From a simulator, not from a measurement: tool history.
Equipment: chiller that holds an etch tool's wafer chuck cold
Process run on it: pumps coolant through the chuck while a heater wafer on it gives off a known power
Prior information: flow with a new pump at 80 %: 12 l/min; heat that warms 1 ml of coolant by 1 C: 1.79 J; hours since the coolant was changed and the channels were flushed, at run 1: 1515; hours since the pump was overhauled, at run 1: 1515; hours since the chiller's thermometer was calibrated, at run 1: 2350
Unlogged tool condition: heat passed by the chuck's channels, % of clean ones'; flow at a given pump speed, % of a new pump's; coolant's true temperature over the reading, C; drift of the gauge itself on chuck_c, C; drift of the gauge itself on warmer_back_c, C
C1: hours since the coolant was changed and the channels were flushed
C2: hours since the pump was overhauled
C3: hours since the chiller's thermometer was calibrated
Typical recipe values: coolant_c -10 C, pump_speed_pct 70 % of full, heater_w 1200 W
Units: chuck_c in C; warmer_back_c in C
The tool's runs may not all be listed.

run 1 hour=0 | coolant_c=-10 pump_speed_pct=70 heater_w=1200 | C1=1515 C2=1515 C3=2350 | chuck_c=1.3 warmer_back_c=3.97
run 2 hour=27.3 | coolant_c=-10 pump_speed_pct=70 heater_w=1200 | C1=1543 C2=1543 C3=2378 | chuck_c=1.3 warmer_back_c=3.98
run 3 hour=64.6 | coolant_c=-10 pump_speed_pct=70 heater_w=1200 | C1=1580 C2=1580 C3=2415 | chuck_c=1.4 warmer_back_c=4
run 4 hour=87.4 | coolant_c=-10 pump_speed_pct=70 heater_w=1200 | C1=1603 C2=1603 C3=2438 | chuck_c=1.5 warmer_back_c=4
run 5 hour=110.1 | coolant_c=-10 pump_speed_pct=70 heater_w=1200 | C1=1625 C2=1625 C3=2460 | chuck_c=1.4 warmer_back_c=3.98
run 6 hour=146.9 | coolant_c=-10 pump_speed_pct=70 heater_w=1200 | C1=1662 C2=1662 C3=2497 | chuck_c=1.4 warmer_back_c=4.07
run 7 hour=165.2 | coolant_c=-10 pump_speed_pct=70 heater_w=1200 | C1=1680 C2=1680 C3=2516 | chuck_c=1.5 warmer_back_c=4.01
run 8 hour=181.9 | coolant_c=-10 pump_speed_pct=70 heater_w=1200 | C1=1697 C2=1697 C3=2532 | chuck_c=1.4 warmer_back_c=4.04
run 9 hour=216.3 | coolant_c=-11 pump_speed_pct=70 heater_w=1200 | C1=1732 C2=1732 C3=2567 | chuck_c=0.4 warmer_back_c=4.07
run 10 hour=246.7 | coolant_c=-12 pump_speed_pct=70 heater_w=1200 | C1=1762 C2=1762 C3=2597 | chuck_c=-0.4 warmer_back_c=4.05
run 11 hour=273 | coolant_c=-12 pump_speed_pct=70 heater_w=1200 | C1=1788 C2=1788 C3=2623 | chuck_c=-0.5 warmer_back_c=4.06
run 12 hour=297.9 | coolant_c=-12 pump_speed_pct=70 heater_w=1200 | C1=1813 C2=1813 C3=2648 | chuck_c=-0.6 warmer_back_c=3.98
run 13 hour=318.9 | coolant_c=-12 pump_speed_pct=62 heater_w=1200 | C1=1834 C2=1834 C3=2669 | chuck_c=0.8 warmer_back_c=4.62
-- hour=326.2 coolant pump overhauled
run 14 hour=346.2 | coolant_c=-12 pump_speed_pct=62 heater_w=1200 | C1=1856 C2=20 C3=2692 | chuck_c=1 warmer_back_c=4.69
run 15 hour=378 | coolant_c=-17 pump_speed_pct=73 heater_w=933 | C1=1888 C2=52 C3=2723 | chuck_c=-8.5 warmer_back_c=3.13
run 16 hour=412.4 | coolant_c=-10 pump_speed_pct=76 heater_w=1134 | C1=1923 C2=86 C3=2758 | chuck_c=0.4 warmer_back_c=3.53
run 17 hour=448.5 | coolant_c=-5 pump_speed_pct=69 heater_w=840 | C1=1959 C2=122 C3=2794 | chuck_c=3.2 warmer_back_c=2.9
run 18 hour=476.2 | coolant_c=-1 pump_speed_pct=68 heater_w=1071 | C1=1986 C2=150 C3=2822 | chuck_c=9.7 warmer_back_c=3.83
-- hour=501.5 coolant pump overhauled, once more
run 19 hour=515.5 | coolant_c=-6 pump_speed_pct=70 heater_w=921 | C1=2021 C2=14 C3=2856 | chuck_c=2.6 warmer_back_c=2.98
run 20 hour=540.9 | coolant_c=-6 pump_speed_pct=70 heater_w=1200 | C1=2046 C2=39 C3=2881 | chuck_c=5.3 warmer_back_c=3.9
run 21 hour=570.8 | coolant_c=-6 pump_speed_pct=70 heater_w=1200 | C1=2076 C2=69 C3=2911 | chuck_c=5.2 warmer_back_c=3.93
run 22 hour=599.4 | coolant_c=-6 pump_speed_pct=70 heater_w=1200 | C1=2105 C2=98 C3=2940 | chuck_c=5.3 warmer_back_c=3.84
run 23 hour=631 | coolant_c=-6 pump_speed_pct=70 heater_w=1200 | C1=2136 C2=130 C3=2971 | chuck_c=5.3 warmer_back_c=3.87

Branching from run 23: 5 alternative next runs. What would each branch give?
run A hour=668.6 | coolant_c=-7 pump_speed_pct=66 heater_w=751 | C1=2174 C2=167 C3=3009 | chuck_c=? warmer_back_c=?
run B hour=668.6 | coolant_c=-8 pump_speed_pct=73 heater_w=761 | C1=2174 C2=167 C3=3009 | chuck_c=? warmer_back_c=?
run C hour=668.6 | coolant_c=-10 pump_speed_pct=87 heater_w=1200 | C1=2174 C2=167 C3=3009 | chuck_c=? warmer_back_c=?
run D hour=668.6 | coolant_c=-6 pump_speed_pct=72 heater_w=1200 | C1=2174 C2=167 C3=3009 | chuck_c=? warmer_back_c=?
run E hour=668.6 | coolant_c=-15 pump_speed_pct=68 heater_w=680 | C1=2174 C2=167 C3=3009 | chuck_c=? warmer_back_c=?

run=A chuck_c=0.4 warmer_back_c=2.64
run=B chuck_c=-1.2 warmer_back_c=2.36
run=C chuck_c=-0.4 warmer_back_c=3.03
run=D chuck_c=5.1 warmer_back_c=3.8
run=E chuck_c=-8.5 warmer_back_c=2.28
Had the tool no hidden state, the same runs would have come out as:
run=A chuck_c=0.2 warmer_back_c=2.63
run=B chuck_c=-1.4 warmer_back_c=2.36
run=C chuck_c=-0.8 warmer_back_c=3.03
run=D chuck_c=4.6 warmer_back_c=3.79
run=E chuck_c=-8.7 warmer_back_c=2.27
